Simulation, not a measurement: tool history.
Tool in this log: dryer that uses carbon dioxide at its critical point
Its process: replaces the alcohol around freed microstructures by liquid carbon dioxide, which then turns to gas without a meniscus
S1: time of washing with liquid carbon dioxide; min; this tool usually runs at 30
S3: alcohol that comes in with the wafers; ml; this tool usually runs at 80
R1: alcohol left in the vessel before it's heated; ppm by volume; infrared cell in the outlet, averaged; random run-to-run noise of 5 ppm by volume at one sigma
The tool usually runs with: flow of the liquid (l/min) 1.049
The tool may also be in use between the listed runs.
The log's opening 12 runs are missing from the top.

run 13 hour=346.9 | S1=30 flow_of_the_liquid_(l/min)=1.049 S3=80 | R1=143
run 14 hour=372.7 | S1=30 flow_of_the_liquid_(l/min)=1.049 S3=80 | R1=137
run 15 hour=399.1 | S1=30 flow_of_the_liquid_(l/min)=1.049 S3=80 | R1=141
run 16 hour=440.4 | S1=30 flow_of_the_liquid_(l/min)=1.049 S3=80 | R1=149
run 17 hour=473.7 | S1=24 flow_of_the_liquid_(l/min)=1.3 S3=103 | R1=172
run 18 hour=505.6 | S1=23 flow_of_the_liquid_(l/min)=0.89 S3=94 | R1=569
run 19 hour=547.9 | S1=38 flow_of_the_liquid_(l/min)=1.049 S3=42 | R1=127
run 20 hour=573.1 | S1=30 flow_of_the_liquid_(l/min)=1.74 S3=80 | R1=118
run 21 hour=595.2 | S1=48 flow_of_the_liquid_(l/min)=1.49 S3=80 | R1=116
run 22 hour=624.1 | S1=18 flow_of_the_liquid_(l/min)=1.78 S3=80 | R1=163
run 23 hour=664.7 | S1=18 flow_of_the_liquid_(l/min)=0.83 S3=80 | R1=1362
run 24 hour=695.4 | S1=30 flow_of_the_liquid_(l/min)=1.38 S3=80 | R1=147
-- hour=714.2 inlet filter changed
run 25 hour=720.3 | S1=30 flow_of_the_liquid_(l/min)=1.38 S3=80 | R1=134
run 26 hour=755.9 | S1=30 flow_of_the_liquid_(l/min)=1.24 S3=80 | R1=140
run 27 hour=777.9 | S1=30 flow_of_the_liquid_(l/min)=1.24 S3=80 | R1=140
run 28 hour=798.4 | S1=30 flow_of_the_liquid_(l/min)=1.049 S3=70 | R1=174
run 29 hour=835.2 | S1=19 flow_of_the_liquid_(l/min)=0.88 S3=20 | R1=303
run 30 hour=876.8 | S1=19 flow_of_the_liquid_(l/min)=0.88 S3=20 | R1=305
run 31 hour=897.6 | S1=19 flow_of_the_liquid_(l/min)=0.88 S3=20 | R1=309
run 32 hour=929.7 | S1=19 flow_of_the_liquid_(l/min)=0.88 S3=20 | R1=315

Alternative continuations, all from the tool just after run 32; predict every row:
run A hour=947.6 | S1=36 flow_of_the_liquid_(l/min)=0.71 S3=20 | R1=?
run B hour=947.6 | S1=35 flow_of_the_liquid_(l/min)=1.28 S3=73 | R1=?
run C hour=947.6 | S1=30 flow_of_the_liquid_(l/min)=0.63 S3=80 | R1=?

run=A R1=170
run=B R1=155
run=C R1=579
Had the tool no hidden state, the same runs would have come out as:
run=A R1=18
run=B R1=11
run=C R1=347

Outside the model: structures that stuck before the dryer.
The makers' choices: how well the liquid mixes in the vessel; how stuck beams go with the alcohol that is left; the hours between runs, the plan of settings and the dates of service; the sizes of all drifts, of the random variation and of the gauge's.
